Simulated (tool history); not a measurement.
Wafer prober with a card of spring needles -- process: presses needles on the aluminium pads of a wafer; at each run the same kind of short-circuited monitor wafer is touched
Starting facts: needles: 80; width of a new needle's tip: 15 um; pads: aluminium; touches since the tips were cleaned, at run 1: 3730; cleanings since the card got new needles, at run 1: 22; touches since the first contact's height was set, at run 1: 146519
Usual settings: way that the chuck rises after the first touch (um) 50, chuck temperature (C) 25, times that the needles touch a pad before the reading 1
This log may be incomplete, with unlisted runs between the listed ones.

| run | day | way that the chuck rises after the first touch (um) | chuck temperature (C) | times that the needles touch a pad before the reading | touches since the tips were cleaned | cleanings since the card got new needles | touches since the first contact's height was set | resistance of one needle with its contact and lead (mohm) | way that a needle slides on the pad (um) |
|---|---|---|---|---|---|---|---|---|---|
| 1 | 0.000 | 50 | 25 | 1 | 3730 | 22 | 146519 | 286 | 7.97 |
|  | 0.283 | tips cleaned on abrasive film |
| 2 | 0.633 | 50 | 25 | 1 | 2987 | 23 | 151872 | 283 | 7.95 |
|  | 0.971 | tips cleaned on abrasive film |
| 3 | 1.150 | 50 | 37 | 1 | 1527 | 24 | 156222 | 274 | 7.96 |
|  | 1.658 | tips cleaned on abrasive film |
| 4 | 1.917 | 50 | 37 | 2 | 2185 | 25 | 162668 | 271 | 7.96 |
|  | 2.333 | tips cleaned on abrasive film |
| 5 | 2.375 | 50 | 37 | 2 | 320 | 26 | 166519 | 264 | 7.86 |
| 6 | 2.917 | 50 | 37 | 2 | 4939 | 26 | 171138 | 279 | 7.89 |
|  | 3.042 | tips cleaned on abrasive film |
| 7 | 3.533 | 50 | 37 | 2 | 4141 | 27 | 176317 | 280 | 7.89 |
|  | 3.717 | tips cleaned on abrasive film |
| 8 | 4.154 | 50 | 37 | 2 | 3728 | 28 | 181566 | 277 | 7.80 |
|  | 4.421 | tips cleaned on abrasive film |
| 9 | 4.708 | 67 | 51 | 1 | 2442 | 29 | 186244 | 275 | 10.74 |
|  | 5.133 | tips cleaned on abrasive film |
| 10 | 5.508 | 40 | 62 | 3 | 3182 | 30 | 192984 | 291 | 6.22 |
|  | 5.812 | tips cleaned on abrasive film |
| 11 | 6.029 | 50 | 25 | 1 | 1820 | 31 | 197367 | 278 | 7.75 |
|  | 6.500 | tips cleaned on abrasive film |
| 12 | 6.508 | 35 | 32 | 1 | 66 | 32 | 201420 | 277 | 5.28 |
| 13 | 6.988 | 35 | 32 | 3 | 4116 | 32 | 205470 | 284 | 5.21 |

Below are 3 alternative next runs, each starting from the tool's condition after run 13. Predict each:
|  | 7.171 | tips cleaned on abrasive film |
| A | 7.454 | 36 | 32 | 3 | 2405 | 33 | 209408 | ? | ? |
|  | 7.171 | tips cleaned on abrasive film |
| B | 7.454 | 50 | 25 | 1 | 2405 | 33 | 209408 | ? | ? |
|  | 7.171 | tips cleaned on abrasive film |
| C | 7.454 | 52 | 119 | 2 | 2405 | 33 | 209408 | ? | ? |

| run | resistance of one needle with its contact and lead (mohm) | way that a needle slides on the pad (um) |
|---|---|---|
| A | 283 | 5.46 |
| B | 280 | 7.84 |
| C | 295 | 8.12 |
Take away the tool's hidden state, keep each run's random variation, and the runs would have read:
| run | resistance of one needle with its contact and lead (mohm) | way that a needle slides on the pad (um) |
|---|---|---|
| A | 267 | 6.00 |
| B | 259 | 8.38 |
| C | 284 | 8.66 |
